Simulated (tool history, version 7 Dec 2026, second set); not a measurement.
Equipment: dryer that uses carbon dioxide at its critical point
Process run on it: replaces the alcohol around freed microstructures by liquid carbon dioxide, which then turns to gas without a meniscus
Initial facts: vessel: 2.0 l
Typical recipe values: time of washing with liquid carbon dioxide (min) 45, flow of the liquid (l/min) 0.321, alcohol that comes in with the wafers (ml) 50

run	day	time of washing with liquid carbon dioxide (min)	flow of the liquid (l/min)	alcohol that comes in with the wafers (ml)	alcohol left in the vessel before it's heated (ppm by volume)
1	0	45	0.321	50	135
2	0.429	45	0.321	50	137
3	0.758	45	0.321	50	144
4	1.392	45	0.321	62	172
5	1.788	45	0.321	28	102
6	2.071	45	0.321	28	102
7	2.458	45	0.321	28	104
8	2.825	45	0.321	85	238
9	3.4	45	0.321	85	246
10	3.717	45	0.321	50	166
11	4.188	45	0.321	31	124
12	4.733	45	0.321	31	116
13	5.425	45	0.321	31	130
14	5.767	45	0.321	31	124
15	6.338	66	0.529	50	49
# day 6.696: inlet filter changed
16	7.008	64	0.22	53	122
17	7.354	58	0.337	77	54
18	7.662	47	0.275	21	99
19	7.975	47	0.275	21	92
20	8.554	45	0.321	21	68
21	8.838	42	0.321	50	128

Difference, measured minus no-hidden-state, one row per run. Run-to-run variation is common to both terms; the gauge's own scatter need not be:
Hidden conditions of the tool in this case: flow that reaches the vessel past the clogged filter, %; alcohol in the recycled carbon dioxide, ppm; drift of the gauge itself on alcohol_ppm, %.
run	alcohol left in the vessel before it's heated (ppm by volume)
1	+87
2	+88
3	+90
4	+109
5	+69
6	+71
7	+74
8	+154
9	+161
10	+114
11	+87
12	+89
13	+94
14	+99
15	+42
16	+44
17	+43
18	+45
19	+46
20	+47
21	+55
